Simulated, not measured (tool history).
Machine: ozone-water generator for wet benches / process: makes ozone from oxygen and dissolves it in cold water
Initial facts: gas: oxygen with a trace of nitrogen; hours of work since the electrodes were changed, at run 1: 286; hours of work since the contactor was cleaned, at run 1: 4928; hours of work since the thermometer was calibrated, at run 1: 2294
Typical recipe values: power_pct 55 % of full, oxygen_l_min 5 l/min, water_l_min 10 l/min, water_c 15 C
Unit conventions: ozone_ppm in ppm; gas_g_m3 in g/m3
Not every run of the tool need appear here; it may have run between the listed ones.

| run | day | power_pct | oxygen_l_min | water_l_min | water_c | hours of work since the electrodes were changed | hours of work since the contactor was cleaned | hours of work since the thermometer was calibrated | ozone_ppm | gas_g_m3 |
|---|---|---|---|---|---|---|---|---|---|---|
| 1 | 0 | 55 | 5 | 10 | 15 | 286 | 4928 | 2294 | 18.9 | 129.1 |
| 2 | 3.7 | 55 | 5 | 8 | 15 | 356 | 4998 | 2363 | 21.7 | 128.9 |
| 3 | 7.612 | 55 | 8.37 | 10 | 15 | 429 | 5071 | 2437 | 16.4 | 91.7 |
| 4 | 9.542 | 55 | 5 | 10 | 15 | 466 | 5108 | 2474 | 19.1 | 128 |
| 5 | 11.454 | 55 | 5 | 10 | 15 | 502 | 5144 | 2510 | 18.9 | 127.9 |
| 6 | 14.683 | 51 | 5 | 10 | 15 | 563 | 5205 | 2571 | 17.6 | 120.5 |
| 7 | 18.192 | 51 | 5 | 10 | 15 | 629 | 5271 | 2637 | 17.4 | 120.4 |
| 8 | 21.142 | 51 | 5 | 10 | 15 | 685 | 5327 | 2693 | 17.6 | 120.1 |
|  | 22.529 | contactor cleaned |
| 9 | 25.133 | 51 | 5 | 10 | 15 | 757 | 49 | 2765 | 19.3 | 118.9 |
| 10 | 27.917 | 51 | 5 | 10 | 15 | 809 | 102 | 2817 | 18.8 | 119.5 |
| 11 | 29.733 | 51 | 5 | 10 | 15 | 844 | 136 | 2852 | 19 | 119.6 |
| 12 | 31.992 | 51 | 5 | 10 | 15 | 886 | 179 | 2894 | 18.7 | 118.5 |
| 13 | 34.646 | 51 | 5 | 10 | 15 | 936 | 229 | 2944 | 18.9 | 117.6 |
| 14 | 36.538 | 55 | 5 | 10 | 22 | 972 | 264 | 2980 | 17.5 | 126.7 |
| 15 | 38.325 | 55 | 5 | 15 | 15 | 1006 | 298 | 3014 | 15.2 | 127.1 |
| 16 | 41.633 | 55 | 5 | 15 | 15 | 1068 | 361 | 3076 | 15 | 126.6 |
| 17 | 44.125 | 55 | 5 | 10 | 15 | 1115 | 408 | 3123 | 20.3 | 127 |
| 18 | 47.833 | 61 | 5 | 10 | 15 | 1185 | 478 | 3193 | 21.8 | 137.5 |
| 19 | 49.7 | 61 | 5 | 10 | 15 | 1221 | 513 | 3228 | 21.7 | 137.3 |
| 20 | 51.575 | 55 | 5 | 6 | 15 | 1256 | 548 | 3264 | 26.3 | 125.6 |
| 21 | 54.912 | 46 | 6.5 | 8 | 9 | 1319 | 611 | 3327 | 20.5 | 90.8 |
| 22 | 56.904 | 55 | 5.8 | 11 | 15 | 1356 | 649 | 3364 | 18.1 | 115.6 |
| 23 | 60.025 | 41 | 2.52 | 10 | 15 | 1415 | 708 | 3423 | 17 | 152.4 |
| 24 | 61.625 | 76 | 4.07 | 8 | 12 | 1446 | 738 | 3454 | 32.9 | 191.4 |
| 25 | 64.829 | 76 | 4.07 | 8 | 12 | 1506 | 798 | 3514 | 33 | 189.7 |
| 26 | 66.662 | 53 | 2.81 | 6 | 8 | 1541 | 833 | 3549 | 33.4 | 177.7 |
| 27 | 68.379 | 96 | 6.44 | 12 | 11 | 1573 | 865 | 3581 | 28.8 | 170.3 |
| 28 | 70.912 | 89 | 5.79 | 16 | 7 | 1621 | 913 | 3629 | 23.6 | 171.8 |
| 29 | 73.329 | 89 | 5.79 | 16 | 7 | 1666 | 959 | 3674 | 23.6 | 172.5 |
| 30 | 76.875 | 89 | 4.93 | 16 | 8 | 1733 | 1026 | 3741 | 23.1 | 188.6 |
| 31 | 79.479 | 55 | 5 | 9 | 13 | 1783 | 1075 | 3790 | 21.6 | 124.4 |
| 32 | 82.271 | 55 | 2.57 | 10 | 15 | 1835 | 1127 | 3843 | 21.6 | 189.7 |
| 33 | 85.217 | 55 | 2.57 | 10 | 15 | 1891 | 1183 | 3899 | 21.5 | 189.9 |

How would selected steps in ozone_ppm from run to run divide? Give the signed amount a tool lacking its hidden state would still show from settings, what came in and random variation, and the signed amount left for the hidden state, including any gauge scatter that is not in both of the compared results.
What the log doesn't record here: yield of the discharge, % of new electrodes'; contactor's efficiency, % of a clean one's; true water temperature over the reading, C; drift of the gauge itself on ozone_ppm, %; drift of the gauge itself on gas_g_m3, %.
Run 2 -> 3: oxygen_l_min 5 -> 8.37, water_l_min 8 -> 10. ozone_ppm -5.3 ppm: hidden state +0.3, all else -5.6.
Run 8 -> 9: contactor cleaned. ozone_ppm +1.7 ppm: hidden state +1.4, all else +0.3.
Run 20 -> 21: power_pct 55 -> 46, oxygen_l_min 5 -> 6.5, water_l_min 6 -> 8, water_c 15 -> 9. ozone_ppm -5.8 ppm: hidden state +0.3, all else -6.1.
Run 23 -> 24: power_pct 41 -> 76, oxygen_l_min 2.52 -> 4.07, water_l_min 10 -> 8, water_c 15 -> 12. ozone_ppm +15.9 ppm: hidden state -1.5, all else +17.4.
Run 26 -> 27: power_pct 53 -> 96, oxygen_l_min 2.81 -> 6.44, water_l_min 6 -> 12, water_c 8 -> 11. ozone_ppm -4.6 ppm: hidden state -0.7, all else -3.9.
